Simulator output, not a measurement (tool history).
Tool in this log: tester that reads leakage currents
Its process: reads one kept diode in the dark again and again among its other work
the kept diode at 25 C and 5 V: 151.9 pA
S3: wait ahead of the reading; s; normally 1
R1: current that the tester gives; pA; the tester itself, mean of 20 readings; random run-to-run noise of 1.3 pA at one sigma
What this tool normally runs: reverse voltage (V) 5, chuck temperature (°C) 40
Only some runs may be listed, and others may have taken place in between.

Run 1, hour 0: usual settings. Result: R1 446.51 pA.
Run 2, hour 29.7: usual settings. Result: R1 446.14 pA.
Run 3, hour 75.4: usual settings. Result: R1 445.52 pA.
Run 4, hour 128.8: usual settings but S3 1.07 s. Result: R1 447.58 pA.
Run 5, hour 158.6: usual settings. Result: R1 447.33 pA.
Run 6, hour 197.2: usual settings. Result: R1 446.64 pA.
Run 7, hour 230.9: usual settings. Result: R1 445.21 pA.
Run 8, hour 284.7: usual settings. Result: R1 445.25 pA.
Run 9, hour 332.5: usual settings. Result: R1 446.01 pA.
Run 10, hour 374.7: usual settings. Result: R1 445.37 pA.
Run 11, hour 426.5: usual settings. Result: R1 445.94 pA.
Run 12, hour 461: usual settings. Result: R1 445.58 pA.
Run 13, hour 512.4: usual settings but S3 1.41 s. Result: R1 444.63 pA.
Run 14, hour 565.5: usual settings but chuck temperature (°C) 37. Result: R1 362.73 pA.
Run 15, hour 596.1: usual settings but chuck temperature (°C) 25. Result: R1 151.63 pA.
Run 16, hour 645.5: usual settings but chuck temperature (°C) 25. Result: R1 152.85 pA.
Run 17, hour 694.5: usual settings but chuck temperature (°C) 25. Result: R1 153.14 pA.
Run 18, hour 747.4: usual settings but chuck temperature (°C) 52. Result: R1 988.56 pA.
Run 19, hour 772.5: usual settings but chuck temperature (°C) 52. Result: R1 987.69 pA.
Run 20, hour 799.7: usual settings but S3 0.63 s. Result: R1 445.88 pA.
Run 21, hour 854.6: usual settings but reverse voltage (V) 6.83, chuck temperature (°C) 36, S3 3.53 s. Result: R1 385.31 pA.
Run 22, hour 895.4: usual settings but chuck temperature (°C) 32, S3 0.65 s. Result: R1 254.89 pA.
Run 23, hour 922: usual settings but chuck temperature (°C) 32, S3 0.65 s. Result: R1 255.59 pA.
Run 24, hour 968.8: usual settings but chuck temperature (°C) 32, S3 0.65 s. Result: R1 253.86 pA.
Run 25, hour 1014.2: usual settings but chuck temperature (°C) 32, S3 0.65 s. Result: R1 254.67 pA.
Run 26, hour 1063.6: usual settings but chuck temperature (°C) 29. Result: R1 204.01 pA.
Run 27, hour 1095.7: usual settings but chuck temperature (°C) 29. Result: R1 204.48 pA.
Run 28, hour 1142.6: usual settings but chuck temperature (°C) 29. Result: R1 206.7 pA.
Run 29, hour 1174.4: usual settings but chuck temperature (°C) 29. Result: R1 205.77 pA.
Run 30, hour 1213.6: usual settings but chuck temperature (°C) 29. Result: R1 205.63 pA.
Run 31, hour 1238.1: usual settings but S3 3.32 s. Result: R1 447.87 pA.
Run 32, hour 1281.4: usual settings but S3 3.32 s. Result: R1 444.76 pA.
Run 33, hour 1313.5: usual settings but S3 0.44 s. Result: R1 446.48 pA.
Run 34, hour 1343.1: usual settings but S3 0.44 s. Result: R1 442.44 pA.
Run 35, hour 1386.9: usual settings but S3 0.44 s. Result: R1 443.81 pA.
Run 36, hour 1411.8: usual settings but reverse voltage (V) 3.3, chuck temperature (°C) 26, S3 0.84 s. Result: R1 137.82 pA.
Run 37, hour 1456: usual settings but reverse voltage (V) 5.72, chuck temperature (°C) 26, S3 0.35 s. Result: R1 176.57 pA.

For run 38, what comes out?
Run 38, hour 1505.8: usual settings but reverse voltage (V) 17.25, chuck temperature (°C) 20, S3 1.01 s. Result: R1 ?.

Run 38 measured R1 192.7 pA.
With no hidden state in the tool, this same run would have given R1 175.26 pA.
